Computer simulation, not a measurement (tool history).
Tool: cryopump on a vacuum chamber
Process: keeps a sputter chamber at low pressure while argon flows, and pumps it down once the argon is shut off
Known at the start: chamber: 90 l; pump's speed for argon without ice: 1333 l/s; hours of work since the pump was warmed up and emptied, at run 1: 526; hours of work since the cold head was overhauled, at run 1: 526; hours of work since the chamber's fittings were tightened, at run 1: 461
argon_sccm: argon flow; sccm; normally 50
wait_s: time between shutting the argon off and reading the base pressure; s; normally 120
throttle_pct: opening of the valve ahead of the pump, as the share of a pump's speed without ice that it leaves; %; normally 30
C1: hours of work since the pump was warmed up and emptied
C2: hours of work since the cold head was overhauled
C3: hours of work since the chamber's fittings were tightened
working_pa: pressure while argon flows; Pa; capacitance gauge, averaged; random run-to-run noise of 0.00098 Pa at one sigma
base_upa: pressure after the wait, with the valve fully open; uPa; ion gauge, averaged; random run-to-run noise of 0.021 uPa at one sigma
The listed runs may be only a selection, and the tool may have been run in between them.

{"run": 1, "day": 0.0, "argon_sccm": 50, "wait_s": 120, "throttle_pct": 30, "C1": 526, "C2": 526, "C3": 461, "working_pa": 0.2226, "base_upa": 0.62}
{"run": 2, "day": 0.792, "argon_sccm": 50, "wait_s": 141, "throttle_pct": 30, "C1": 536, "C2": 536, "C3": 472, "working_pa": 0.2212, "base_upa": 0.52}
{"run": 3, "day": 1.533, "argon_sccm": 50, "wait_s": 141, "throttle_pct": 30, "C1": 546, "C2": 546, "C3": 482, "working_pa": 0.2226, "base_upa": 0.56}
{"run": 4, "day": 2.15, "argon_sccm": 50, "wait_s": 23, "throttle_pct": 30, "C1": 555, "C2": 555, "C3": 490, "working_pa": 0.2214, "base_upa": 1.72}
{"run": 5, "day": 2.958, "argon_sccm": 50, "wait_s": 31, "throttle_pct": 30, "C1": 565, "C2": 565, "C3": 501, "working_pa": 0.2235, "base_upa": 1.42}
{"run": 6, "day": 3.7, "argon_sccm": 50, "wait_s": 31, "throttle_pct": 30, "C1": 575, "C2": 575, "C3": 511, "working_pa": 0.2234, "base_upa": 1.4}
{"run": 7, "day": 4.392, "argon_sccm": 50, "wait_s": 31, "throttle_pct": 30, "C1": 584, "C2": 584, "C3": 520, "working_pa": 0.225, "base_upa": 1.36}
{"run": 8, "day": 4.862, "argon_sccm": 21, "wait_s": 34, "throttle_pct": 38, "C1": 591, "C2": 591, "C3": 526, "working_pa": 0.0753, "base_upa": 1.34}
{"run": 9, "day": 5.5, "argon_sccm": 26, "wait_s": 73, "throttle_pct": 37, "C1": 599, "C2": 599, "C3": 535, "working_pa": 0.0952, "base_upa": 0.77}

Run 10 has not been measured yet. What should we expect?
{"run": 10, "day": 6.404, "argon_sccm": 30, "wait_s": 73, "throttle_pct": 35, "C1": 611, "C2": 611, "C3": 547, "working_pa": "?", "base_upa": "?"}

working_pa: 0.1161 Pa
base_upa: 0.72 uPa
Minus the tool's unlogged condition, the same run would have read working_pa 0.1084 Pa, base_upa 0.63 uPa.
